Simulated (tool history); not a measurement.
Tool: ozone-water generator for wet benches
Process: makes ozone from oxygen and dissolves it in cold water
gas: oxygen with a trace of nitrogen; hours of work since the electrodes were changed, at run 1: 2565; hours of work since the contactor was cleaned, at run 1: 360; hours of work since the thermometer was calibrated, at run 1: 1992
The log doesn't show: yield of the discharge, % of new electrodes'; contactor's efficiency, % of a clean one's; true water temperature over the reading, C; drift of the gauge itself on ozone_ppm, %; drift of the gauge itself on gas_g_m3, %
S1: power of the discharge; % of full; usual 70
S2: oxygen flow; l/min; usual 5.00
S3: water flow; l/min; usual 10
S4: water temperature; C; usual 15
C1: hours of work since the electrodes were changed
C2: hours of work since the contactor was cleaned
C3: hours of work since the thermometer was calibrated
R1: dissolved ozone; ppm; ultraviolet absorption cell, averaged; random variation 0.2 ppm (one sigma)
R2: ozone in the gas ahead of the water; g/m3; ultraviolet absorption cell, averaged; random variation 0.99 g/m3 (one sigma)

{"run": 1, "hour": 0.0, "S1": 70, "S2": 5.0, "S3": 10, "S4": 15, "C1": 2565, "C2": 360, "C3": 1992, "R1": 28.9, "R2": 169.2}
{"run": 2, "hour": 48.1, "S1": 70, "S2": 5.0, "S3": 10, "S4": 15, "C1": 2609, "C2": 405, "C3": 2037, "R1": 29.0, "R2": 170.1}
{"run": 3, "hour": 119.3, "S1": 70, "S2": 5.0, "S3": 10, "S4": 15, "C1": 2675, "C2": 471, "C3": 2103, "R1": 28.7, "R2": 171.5}
{"run": 4, "hour": 206.7, "S1": 99, "S2": 5.0, "S3": 10, "S4": 15, "C1": 2756, "C2": 552, "C3": 2184, "R1": 38.3, "R2": 229.6}
{"run": 5, "hour": 297.7, "S1": 70, "S2": 5.0, "S3": 10, "S4": 15, "C1": 2841, "C2": 636, "C3": 2268, "R1": 28.9, "R2": 171.1}
{"run": 6, "hour": 384.6, "S1": 70, "S2": 5.0, "S3": 10, "S4": 13, "C1": 2921, "C2": 717, "C3": 2349, "R1": 29.6, "R2": 172.7}
{"run": 7, "hour": 450.5, "S1": 70, "S2": 5.0, "S3": 6, "S4": 13, "C1": 2982, "C2": 778, "C3": 2410, "R1": 39.3, "R2": 173.2}
{"run": 8, "hour": 489.0, "S1": 70, "S2": 5.0, "S3": 6, "S4": 15, "C1": 3018, "C2": 813, "C3": 2445, "R1": 38.2, "R2": 171.6}
{"run": 9, "hour": 579.5, "S1": 70, "S2": 5.0, "S3": 10, "S4": 15, "C1": 3102, "C2": 897, "C3": 2529, "R1": 29.1, "R2": 172.2}
{"run": 10, "hour": 647.4, "S1": 70, "S2": 5.0, "S3": 10, "S4": 15, "C1": 3165, "C2": 960, "C3": 2592, "R1": 28.4, "R2": 173.4}
{"run": 11, "hour": 708.0, "S1": 70, "S2": 7.45, "S3": 10, "S4": 19, "C1": 3221, "C2": 1016, "C3": 2648, "R1": 26.0, "R2": 149.7}
{"run": 12, "hour": 747.4, "S1": 70, "S2": 7.45, "S3": 10, "S4": 19, "C1": 3257, "C2": 1053, "C3": 2685, "R1": 26.5, "R2": 151.0}
{"run": 13, "hour": 822.8, "S1": 60, "S2": 7.05, "S3": 10, "S4": 20, "C1": 3327, "C2": 1122, "C3": 2754, "R1": 22.6, "R2": 136.5}
{"run": 14, "hour": 913.3, "S1": 58, "S2": 8.54, "S3": 14, "S4": 9, "C1": 3411, "C2": 1206, "C3": 2838, "R1": 23.3, "R2": 124.1}
{"run": 15, "hour": 962.0, "S1": 44, "S2": 4.1, "S3": 6, "S4": 10, "C1": 3456, "C2": 1251, "C3": 2883, "R1": 29.1, "R2": 126.3}
{"run": 16, "hour": 1033.3, "S1": 79, "S2": 7.21, "S3": 13, "S4": 11, "C1": 3522, "C2": 1317, "C3": 2949, "R1": 29.6, "R2": 170.3}

Forecast run 17:
{"run": 17, "hour": 1086.8, "S1": 98, "S2": 5.0, "S3": 6, "S4": 15, "C1": 3572, "C2": 1367, "C3": 2999, "R1": "?", "R2": "?"}

Run 17 gave R1 49.7 ppm, R2 229.7 g/m3.
Without the tool's hidden state the same run would have given R1 49.7 ppm, R2 225.3 g/m3.
